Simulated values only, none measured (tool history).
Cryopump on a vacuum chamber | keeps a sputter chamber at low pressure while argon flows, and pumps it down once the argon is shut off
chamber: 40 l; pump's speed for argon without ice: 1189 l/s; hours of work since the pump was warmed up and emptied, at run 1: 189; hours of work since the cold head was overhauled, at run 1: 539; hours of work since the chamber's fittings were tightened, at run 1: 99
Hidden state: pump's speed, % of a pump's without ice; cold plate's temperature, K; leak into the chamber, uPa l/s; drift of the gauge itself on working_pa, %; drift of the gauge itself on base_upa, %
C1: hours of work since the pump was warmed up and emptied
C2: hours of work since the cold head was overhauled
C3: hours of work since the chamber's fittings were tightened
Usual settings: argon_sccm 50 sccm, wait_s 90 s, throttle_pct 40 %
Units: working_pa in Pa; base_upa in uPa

Run 1, hour 0: usual settings; C1 189; C2 539; C3 99. Result: working_pa 0.1914 Pa, base_upa 1.33 uPa.
Run 2, hour 21.2: usual settings; C1 206; C2 556; C3 117. Result: working_pa 0.1926 Pa, base_upa 1.4 uPa.
Run 3, hour 37.4: usual settings; C1 219; C2 569; C3 130. Result: working_pa 0.194 Pa, base_upa 1.36 uPa.
Run 4, hour 62.5: usual settings but throttle_pct 47 %; C1 240; C2 590; C3 150. Result: working_pa 0.1713 Pa, base_upa 1.41 uPa.
Run 5, hour 87.3: usual settings but wait_s 137 s, throttle_pct 47 %; C1 260; C2 610; C3 171. Result: working_pa 0.171 Pa, base_upa 1.07 uPa.
Run 6, hour 110.5: usual settings but wait_s 137 s, throttle_pct 47 %; C1 279; C2 629; C3 190. Result: working_pa 0.1735 Pa, base_upa 1.17 uPa.
Run 7, hour 136.1: usual settings but argon_sccm 22 sccm; C1 300; C2 650; C3 210. Result: working_pa 0.0888 Pa, base_upa 1.52 uPa.
At hour 165.9: pump warmed up, emptied and cooled again.
Run 8, hour 168.8: usual settings but argon_sccm 25 sccm; C1 2; C2 673; C3 233. Result: working_pa 0.0904 Pa, base_upa 1.36 uPa.
Run 9, hour 184: usual settings but argon_sccm 25 sccm; C1 15; C2 685; C3 245. Result: working_pa 0.0896 Pa, base_upa 1.36 uPa.
Run 10, hour 199.5: usual settings but argon_sccm 32 sccm, wait_s 143 s, throttle_pct 28 %; C1 27; C2 697; C3 258. Result: working_pa 0.1641 Pa, base_upa 0.99 uPa.
Run 11, hour 224.8: usual settings but argon_sccm 32 sccm, wait_s 143 s, throttle_pct 28 %; C1 48; C2 718; C3 279. Result: working_pa 0.1636 Pa, base_upa 1.07 uPa.
Run 12, hour 248.7: usual settings but argon_sccm 22 sccm, wait_s 20 s, throttle_pct 33 %; C1 68; C2 738; C3 298. Result: working_pa 0.0966 Pa, base_upa 4.79 uPa.

5 ways to go on from here, each from the tool as it stands after run 12. What would each give?
Run A, hour 277.7: usual settings but argon_sccm 27 sccm, wait_s 95 s, throttle_pct 55 %; C1 91; C2 761; C3 322. Result: working_pa ?, base_upa ?.
Run B, hour 277.7: usual settings but argon_sccm 68 sccm, wait_s 80 s, throttle_pct 30 %; C1 91; C2 761; C3 322. Result: working_pa ?, base_upa ?.
Run C, hour 277.7: usual settings but argon_sccm 59 sccm; C1 91; C2 761; C3 322. Result: working_pa ?, base_upa ?.
Run D, hour 277.7: usual settings but argon_sccm 53 sccm, wait_s 20 s, throttle_pct 33 %; C1 91; C2 761; C3 322. Result: working_pa ?, base_upa ?.
Run E, hour 277.7: usual settings but argon_sccm 29 sccm, wait_s 142 s, throttle_pct 56 %; C1 91; C2 761; C3 322. Result: working_pa ?, base_upa ?.

run  working_pa  base_upa
  A      0.0728      1.42
  B       0.332      1.59
  C      0.2169      1.47
  D      0.2356      4.82
  E      0.0787       1.1
Without the tool's hidden state the same runs would have given:
run  working_pa  base_upa
  A      0.0689      1.22
  B      0.3222      1.39
  C      0.2085      1.27
  D       0.228      4.63
  E      0.0744       0.9
